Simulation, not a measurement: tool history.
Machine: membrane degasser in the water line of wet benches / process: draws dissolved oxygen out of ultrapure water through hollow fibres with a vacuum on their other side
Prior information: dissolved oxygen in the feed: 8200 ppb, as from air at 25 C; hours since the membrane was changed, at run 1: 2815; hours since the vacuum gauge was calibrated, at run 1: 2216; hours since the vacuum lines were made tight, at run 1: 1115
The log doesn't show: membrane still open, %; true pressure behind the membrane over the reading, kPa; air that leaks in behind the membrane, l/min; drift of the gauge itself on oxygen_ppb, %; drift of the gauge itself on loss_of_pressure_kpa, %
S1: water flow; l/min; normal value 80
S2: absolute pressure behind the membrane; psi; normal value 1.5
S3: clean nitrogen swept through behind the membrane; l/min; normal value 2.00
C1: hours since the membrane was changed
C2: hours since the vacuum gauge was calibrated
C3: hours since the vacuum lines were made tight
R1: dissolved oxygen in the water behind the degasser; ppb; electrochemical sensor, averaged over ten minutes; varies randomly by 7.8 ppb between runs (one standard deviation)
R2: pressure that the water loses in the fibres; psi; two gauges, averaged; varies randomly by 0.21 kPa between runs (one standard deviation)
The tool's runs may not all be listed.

run 1 hour=0.0 | S1=80 S2=1.5 S3=2.00 | C1=2815 C2=2216 C3=1115 | R1=777.2 R2=6.979
run 2 hour=58.8 | S1=80 S2=1.5 S3=0.99 | C1=2873 C2=2275 C3=1174 | R1=1108.0 R2=7.065
run 3 hour=100.2 | S1=80 S2=1.5 S3=0.99 | C1=2915 C2=2316 C3=1216 | R1=1085.3 R2=6.979
run 4 hour=156.4 | S1=80 S2=1.5 S3=2.00 | C1=2971 C2=2372 C3=1272 | R1=783.1 R2=7.005
run 5 hour=233.6 | S1=87 S2=1.5 S3=2.00 | C1=3048 C2=2450 C3=1349 | R1=847.0 R2=7.629
run 6 hour=315.7 | S1=80 S2=1.5 S3=2.17 | C1=3130 C2=2532 C3=1431 | R1=740.2 R2=6.984
run 7 hour=352.8 | S1=80 S2=1.5 S3=2.17 | C1=3167 C2=2569 C3=1468 | R1=764.9 R2=7.036

Run 8, settings as shown, results not yet in. Your forecast:
run 8 hour=389.3 | S1=80 S2=1.5 S3=2.17 | C1=3204 C2=2605 C3=1505 | R1=? R2=?

R1: 743.3 ppb
R2: 7.049 psi
Take away the tool's hidden state, keep the run-to-run variation as it was, and the same run would have given R1 742.6 ppb, R2 7.046 psi.
